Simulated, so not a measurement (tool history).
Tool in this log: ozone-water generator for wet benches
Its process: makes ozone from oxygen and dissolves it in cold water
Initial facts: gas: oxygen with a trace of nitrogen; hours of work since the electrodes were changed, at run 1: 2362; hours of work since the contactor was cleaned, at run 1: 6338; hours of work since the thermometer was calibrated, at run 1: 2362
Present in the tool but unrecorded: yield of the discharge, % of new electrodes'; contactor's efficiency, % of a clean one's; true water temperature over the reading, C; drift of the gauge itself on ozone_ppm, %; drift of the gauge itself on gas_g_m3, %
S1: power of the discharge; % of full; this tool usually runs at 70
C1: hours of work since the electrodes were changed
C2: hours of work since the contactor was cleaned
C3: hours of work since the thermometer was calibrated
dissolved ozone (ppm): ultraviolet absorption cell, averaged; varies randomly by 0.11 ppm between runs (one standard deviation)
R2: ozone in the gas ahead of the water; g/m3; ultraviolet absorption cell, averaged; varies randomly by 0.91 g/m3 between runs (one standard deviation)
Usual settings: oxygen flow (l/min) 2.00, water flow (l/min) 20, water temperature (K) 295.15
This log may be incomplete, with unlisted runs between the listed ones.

{"run": 1, "hour": 0.0, "S1": 70, "oxygen flow (l/min)": 2.0, "water flow (l/min)": 20, "water temperature (K)": 295.15, "C1": 2362, "C2": 6338, "C3": 2362, "dissolved ozone (ppm)": 8.0, "R2": 150.6}
{"run": 2, "hour": 144.1, "S1": 70, "oxygen flow (l/min)": 3.14, "water flow (l/min)": 20, "water temperature (K)": 295.15, "C1": 2462, "C2": 6437, "C3": 2462, "dissolved ozone (ppm)": 8.2, "R2": 115.7}
{"run": 3, "hour": 262.8, "S1": 70, "oxygen flow (l/min)": 3.14, "water flow (l/min)": 20, "water temperature (K)": 295.15, "C1": 2544, "C2": 6519, "C3": 2544, "dissolved ozone (ppm)": 8.2, "R2": 115.0}
{"run": 4, "hour": 441.8, "S1": 70, "oxygen flow (l/min)": 2.0, "water flow (l/min)": 20, "water temperature (K)": 291.15, "C1": 2667, "C2": 6643, "C3": 2667, "dissolved ozone (ppm)": 8.4, "R2": 149.4}
{"run": 5, "hour": 590.7, "S1": 70, "oxygen flow (l/min)": 2.0, "water flow (l/min)": 20, "water temperature (K)": 291.15, "C1": 2770, "C2": 6746, "C3": 2770, "dissolved ozone (ppm)": 8.3, "R2": 151.3}
{"run": 6, "hour": 730.3, "S1": 70, "oxygen flow (l/min)": 2.0, "water flow (l/min)": 20, "water temperature (K)": 291.15, "C1": 2867, "C2": 6843, "C3": 2867, "dissolved ozone (ppm)": 8.3, "R2": 150.8}
{"run": 7, "hour": 886.6, "S1": 70, "oxygen flow (l/min)": 2.0, "water flow (l/min)": 20, "water temperature (K)": 291.15, "C1": 2975, "C2": 6951, "C3": 2975, "dissolved ozone (ppm)": 8.5, "R2": 150.4}
{"run": 8, "hour": 1057.0, "S1": 70, "oxygen flow (l/min)": 2.0, "water flow (l/min)": 20, "water temperature (K)": 291.15, "C1": 3093, "C2": 7069, "C3": 3093, "dissolved ozone (ppm)": 8.4, "R2": 151.4}
{"run": 9, "hour": 1199.0, "S1": 55, "oxygen flow (l/min)": 2.0, "water flow (l/min)": 20, "water temperature (K)": 295.15, "C1": 3191, "C2": 7167, "C3": 3191, "dissolved ozone (ppm)": 6.5, "R2": 126.2}
{"run": 10, "hour": 1287.3, "S1": 55, "oxygen flow (l/min)": 2.0, "water flow (l/min)": 20, "water temperature (K)": 295.15, "C1": 3252, "C2": 7228, "C3": 3252, "dissolved ozone (ppm)": 6.8, "R2": 127.9}
{"hour": 1321.6, "done": "water thermometer calibrated"}
{"run": 11, "hour": 1385.8, "S1": 70, "oxygen flow (l/min)": 1.73, "water flow (l/min)": 20, "water temperature (K)": 295.15, "C1": 3320, "C2": 7296, "C3": 44, "dissolved ozone (ppm)": 8.0, "R2": 166.2}
{"run": 12, "hour": 1528.4, "S1": 70, "oxygen flow (l/min)": 2.0, "water flow (l/min)": 20, "water temperature (K)": 295.15, "C1": 3419, "C2": 7394, "C3": 143, "dissolved ozone (ppm)": 8.0, "R2": 151.4}
{"run": 13, "hour": 1663.2, "S1": 70, "oxygen flow (l/min)": 2.0, "water flow (l/min)": 20, "water temperature (K)": 295.15, "C1": 3512, "C2": 7488, "C3": 236, "dissolved ozone (ppm)": 8.2, "R2": 152.0}
{"run": 14, "hour": 1745.1, "S1": 70, "oxygen flow (l/min)": 2.0, "water flow (l/min)": 20, "water temperature (K)": 295.15, "C1": 3568, "C2": 7544, "C3": 293, "dissolved ozone (ppm)": 8.0, "R2": 151.1}
{"run": 15, "hour": 1889.9, "S1": 70, "oxygen flow (l/min)": 2.0, "water flow (l/min)": 17, "water temperature (K)": 295.15, "C1": 3669, "C2": 7644, "C3": 393, "dissolved ozone (ppm)": 9.3, "R2": 151.5}
{"run": 16, "hour": 2062.9, "S1": 97, "oxygen flow (l/min)": 2.0, "water flow (l/min)": 20, "water temperature (K)": 295.15, "C1": 3788, "C2": 7764, "C3": 513, "dissolved ozone (ppm)": 10.3, "R2": 193.3}
{"run": 17, "hour": 2192.1, "S1": 97, "oxygen flow (l/min)": 2.27, "water flow (l/min)": 20, "water temperature (K)": 291.15, "C1": 3878, "C2": 7853, "C3": 602, "dissolved ozone (ppm)": 10.7, "R2": 179.0}
{"run": 18, "hour": 2365.3, "S1": 42, "oxygen flow (l/min)": 1.71, "water flow (l/min)": 20, "water temperature (K)": 291.15, "C1": 3997, "C2": 7973, "C3": 722, "dissolved ozone (ppm)": 5.4, "R2": 115.3}
{"run": 19, "hour": 2452.9, "S1": 58, "oxygen flow (l/min)": 2.13, "water flow (l/min)": 29, "water temperature (K)": 295.15, "C1": 4058, "C2": 8034, "C3": 782, "dissolved ozone (ppm)": 4.9, "R2": 126.3}
{"run": 20, "hour": 2542.3, "S1": 70, "oxygen flow (l/min)": 1.33, "water flow (l/min)": 20, "water temperature (K)": 295.15, "C1": 4120, "C2": 8095, "C3": 844, "dissolved ozone (ppm)": 7.4, "R2": 194.5}
{"run": 21, "hour": 2672.5, "S1": 70, "oxygen flow (l/min)": 1.33, "water flow (l/min)": 20, "water temperature (K)": 295.15, "C1": 4210, "C2": 8186, "C3": 934, "dissolved ozone (ppm)": 7.7, "R2": 193.1}
{"run": 22, "hour": 2790.1, "S1": 70, "oxygen flow (l/min)": 2.15, "water flow (l/min)": 19, "water temperature (K)": 295.15, "C1": 4291, "C2": 8267, "C3": 1016, "dissolved ozone (ppm)": 8.6, "R2": 145.8}
{"run": 23, "hour": 2978.7, "S1": 70, "oxygen flow (l/min)": 2.15, "water flow (l/min)": 19, "water temperature (K)": 295.15, "C1": 4422, "C2": 8397, "C3": 1146, "dissolved ozone (ppm)": 8.6, "R2": 145.0}
{"run": 24, "hour": 3115.0, "S1": 70, "oxygen flow (l/min)": 2.15, "water flow (l/min)": 19, "water temperature (K)": 295.15, "C1": 4516, "C2": 8492, "C3": 1240, "dissolved ozone (ppm)": 8.5, "R2": 144.5}
{"run": 25, "hour": 3237.3, "S1": 50, "oxygen flow (l/min)": 2.0, "water flow (l/min)": 20, "water temperature (K)": 289.15, "C1": 4600, "C2": 8576, "C3": 1325, "dissolved ozone (ppm)": 6.7, "R2": 118.0}
{"run": 26, "hour": 3332.8, "S1": 83, "oxygen flow (l/min)": 1.14, "water flow (l/min)": 13, "water temperature (K)": 291.15, "C1": 4666, "C2": 8642, "C3": 1391, "dissolved ozone (ppm)": 13.1, "R2": 241.9}
{"run": 27, "hour": 3411.5, "S1": 83, "oxygen flow (l/min)": 1.14, "water flow (l/min)": 31, "water temperature (K)": 299.15, "C1": 4721, "C2": 8697, "C3": 1445, "dissolved ozone (ppm)": 5.0, "R2": 239.5}
{"run": 28, "hour": 3595.7, "S1": 70, "oxygen flow (l/min)": 1.08, "water flow (l/min)": 13, "water temperature (K)": 295.15, "C1": 4848, "C2": 8824, "C3": 1573, "dissolved ozone (ppm)": 11.1, "R2": 218.7}
{"run": 29, "hour": 3675.5, "S1": 52, "oxygen flow (l/min)": 1.84, "water flow (l/min)": 13, "water temperature (K)": 301.15, "C1": 4903, "C2": 8879, "C3": 1628, "dissolved ozone (ppm)": 8.7, "R2": 128.8}
{"run": 30, "hour": 3795.9, "S1": 52, "oxygen flow (l/min)": 1.84, "water flow (l/min)": 13, "water temperature (K)": 301.15, "C1": 4987, "C2": 8962, "C3": 1711, "dissolved ozone (ppm)": 9.0, "R2": 127.7}
{"run": 31, "hour": 3904.3, "S1": 52, "oxygen flow (l/min)": 2.94, "water flow (l/min)": 18, "water temperature (K)": 301.15, "C1": 5062, "C2": 9037, "C3": 1786, "dissolved ozone (ppm)": 6.7, "R2": 96.5}
{"run": 32, "hour": 4059.4, "S1": 46, "oxygen flow (l/min)": 2.46, "water flow (l/min)": 20, "water temperature (K)": 295.15, "C1": 5169, "C2": 9145, "C3": 1893, "dissolved ozone (ppm)": 6.0, "R2": 97.8}

Branching from run 32: 3 alternative next runs. What would each branch give?
{"hour": 4115.8, "done": "contactor cleaned"}
{"run": "A", "hour": 4144.8, "S1": 70, "oxygen flow (l/min)": 2.0, "water flow (l/min)": 31, "water temperature (K)": 295.15, "C1": 5225, "C2": 20, "C3": 1950, "dissolved ozone (ppm)": "?", "R2": "?"}
{"hour": 4115.8, "done": "contactor cleaned"}
{"run": "B", "hour": 4144.8, "S1": 70, "oxygen flow (l/min)": 2.0, "water flow (l/min)": 20, "water temperature (K)": 296.15, "C1": 5225, "C2": 20, "C3": 1950, "dissolved ozone (ppm)": "?", "R2": "?"}
{"hour": 4115.8, "done": "contactor cleaned"}
{"run": "C", "hour": 4144.8, "S1": 70, "oxygen flow (l/min)": 1.84, "water flow (l/min)": 20, "water temperature (K)": 295.15, "C1": 5225, "C2": 20, "C3": 1950, "dissolved ozone (ppm)": "?", "R2": "?"}

run=A dissolved_ozone_(ppm)=5.1 R2=149.1
run=B dissolved_ozone_(ppm)=8.0 R2=151.8
run=C dissolved_ozone_(ppm)=8.0 R2=159.8
With no hidden state in the tool, these same runs would have given:
run=A dissolved_ozone_(ppm)=5.1 R2=149.4
run=B dissolved_ozone_(ppm)=8.0 R2=152.0
run=C dissolved_ozone_(ppm)=8.0 R2=160.1

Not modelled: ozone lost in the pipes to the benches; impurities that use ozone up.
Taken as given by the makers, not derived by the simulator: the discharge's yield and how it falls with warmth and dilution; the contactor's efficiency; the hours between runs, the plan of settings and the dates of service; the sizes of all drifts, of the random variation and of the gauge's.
